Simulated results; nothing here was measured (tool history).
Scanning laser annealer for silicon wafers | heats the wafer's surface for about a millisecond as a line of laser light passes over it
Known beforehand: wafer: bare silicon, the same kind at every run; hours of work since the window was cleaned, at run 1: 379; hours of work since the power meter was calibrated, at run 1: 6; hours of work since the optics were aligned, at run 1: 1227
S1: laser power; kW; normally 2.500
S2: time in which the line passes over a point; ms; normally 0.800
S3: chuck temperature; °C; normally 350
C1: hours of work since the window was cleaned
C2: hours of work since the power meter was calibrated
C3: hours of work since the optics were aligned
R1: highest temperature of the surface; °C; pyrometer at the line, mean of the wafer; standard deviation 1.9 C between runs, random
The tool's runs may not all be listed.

{"run": 1, "hour": 0.0, "S1": 2.5, "S2": 0.8, "S3": 350, "C1": 379, "C2": 6, "C3": 1227, "R1": 1161}
{"run": 2, "hour": 14.2, "S1": 2.5, "S2": 0.8, "S3": 350, "C1": 385, "C2": 13, "C3": 1233, "R1": 1160}
{"run": 3, "hour": 23.7, "S1": 2.5, "S2": 0.8, "S3": 351, "C1": 390, "C2": 17, "C3": 1237, "R1": 1161}
{"run": 4, "hour": 34.7, "S1": 2.5, "S2": 0.8, "S3": 350, "C1": 395, "C2": 22, "C3": 1242, "R1": 1156}
{"run": 5, "hour": 52.6, "S1": 2.5, "S2": 0.8, "S3": 350, "C1": 403, "C2": 30, "C3": 1250, "R1": 1160}
{"run": 6, "hour": 65.5, "S1": 2.283, "S2": 0.8, "S3": 350, "C1": 408, "C2": 36, "C3": 1256, "R1": 1094}
{"run": 7, "hour": 75.0, "S1": 2.283, "S2": 0.8, "S3": 350, "C1": 413, "C2": 40, "C3": 1261, "R1": 1094}
{"run": 8, "hour": 94.1, "S1": 2.5, "S2": 0.8, "S3": 350, "C1": 421, "C2": 49, "C3": 1269, "R1": 1159}
{"run": 9, "hour": 111.7, "S1": 2.196, "S2": 0.8, "S3": 350, "C1": 429, "C2": 57, "C3": 1277, "R1": 1068}
{"run": 10, "hour": 125.2, "S1": 2.5, "S2": 0.8, "S3": 350, "C1": 435, "C2": 63, "C3": 1283, "R1": 1157}
{"run": 11, "hour": 139.5, "S1": 2.5, "S2": 0.8, "S3": 350, "C1": 442, "C2": 69, "C3": 1290, "R1": 1157}
{"run": 12, "hour": 154.3, "S1": 2.5, "S2": 0.8, "S3": 350, "C1": 448, "C2": 76, "C3": 1296, "R1": 1161}
{"run": 13, "hour": 173.4, "S1": 2.5, "S2": 0.8, "S3": 345, "C1": 457, "C2": 85, "C3": 1305, "R1": 1150}
{"run": 14, "hour": 183.1, "S1": 2.5, "S2": 0.8, "S3": 345, "C1": 461, "C2": 89, "C3": 1309, "R1": 1151}
{"run": 15, "hour": 193.3, "S1": 2.5, "S2": 0.8, "S3": 350, "C1": 466, "C2": 94, "C3": 1314, "R1": 1154}
{"run": 16, "hour": 209.8, "S1": 2.186, "S2": 0.619, "S3": 350, "C1": 473, "C2": 101, "C3": 1321, "R1": 961}
{"run": 17, "hour": 228.3, "S1": 2.64, "S2": 0.832, "S3": 326, "C1": 482, "C2": 109, "C3": 1330, "R1": 1191}
{"run": 18, "hour": 237.2, "S1": 2.617, "S2": 0.592, "S3": 372, "C1": 486, "C2": 113, "C3": 1334, "R1": 1084}
{"run": 19, "hour": 255.2, "S1": 2.463, "S2": 0.686, "S3": 358, "C1": 494, "C2": 121, "C3": 1342, "R1": 1083}
{"run": 20, "hour": 271.4, "S1": 2.146, "S2": 0.695, "S3": 345, "C1": 501, "C2": 129, "C3": 1349, "R1": 988}
{"run": 21, "hour": 288.5, "S1": 2.402, "S2": 0.84, "S3": 382, "C1": 509, "C2": 136, "C3": 1357, "R1": 1178}
{"run": 22, "hour": 305.0, "S1": 2.402, "S2": 0.84, "S3": 382, "C1": 516, "C2": 144, "C3": 1364, "R1": 1177}
{"run": 23, "hour": 317.4, "S1": 2.473, "S2": 0.84, "S3": 382, "C1": 522, "C2": 150, "C3": 1370, "R1": 1199}
{"run": 24, "hour": 331.0, "S1": 2.473, "S2": 0.84, "S3": 382, "C1": 528, "C2": 156, "C3": 1376, "R1": 1197}
{"run": 25, "hour": 345.8, "S1": 2.473, "S2": 0.84, "S3": 382, "C1": 535, "C2": 162, "C3": 1382, "R1": 1202}
{"run": 26, "hour": 361.9, "S1": 2.5, "S2": 0.778, "S3": 342, "C1": 542, "C2": 170, "C3": 1390, "R1": 1127}
{"run": 27, "hour": 380.5, "S1": 2.295, "S2": 0.8, "S3": 350, "C1": 550, "C2": 178, "C3": 1398, "R1": 1093}
{"run": 28, "hour": 393.7, "S1": 2.295, "S2": 0.8, "S3": 350, "C1": 556, "C2": 184, "C3": 1404, "R1": 1089}
{"run": 29, "hour": 407.0, "S1": 2.298, "S2": 0.735, "S3": 341, "C1": 562, "C2": 190, "C3": 1410, "R1": 1046}

Alternative continuations, all from the tool just after run 29; predict every row:
{"run": "A", "hour": 426.0, "S1": 2.5, "S2": 0.8, "S3": 371, "C1": 571, "C2": 198, "C3": 1419, "R1": "?"}
{"run": "B", "hour": 426.0, "S1": 2.526, "S2": 0.839, "S3": 358, "C1": 571, "C2": 198, "C3": 1419, "R1": "?"}
{"run": "C", "hour": 426.0, "S1": 2.65, "S2": 0.735, "S3": 341, "C1": 571, "C2": 198, "C3": 1419, "R1": "?"}
{"run": "D", "hour": 426.0, "S1": 2.495, "S2": 0.865, "S3": 374, "C1": 571, "C2": 198, "C3": 1419, "R1": "?"}

run=A R1=1171
run=B R1=1187
run=C R1=1144
run=D R1=1204
With the hidden condition removed and each run's random variation left untouched, the same runs would have given:
run=A R1=1210
run=B R1=1227
run=C R1=1184
run=D R1=1245

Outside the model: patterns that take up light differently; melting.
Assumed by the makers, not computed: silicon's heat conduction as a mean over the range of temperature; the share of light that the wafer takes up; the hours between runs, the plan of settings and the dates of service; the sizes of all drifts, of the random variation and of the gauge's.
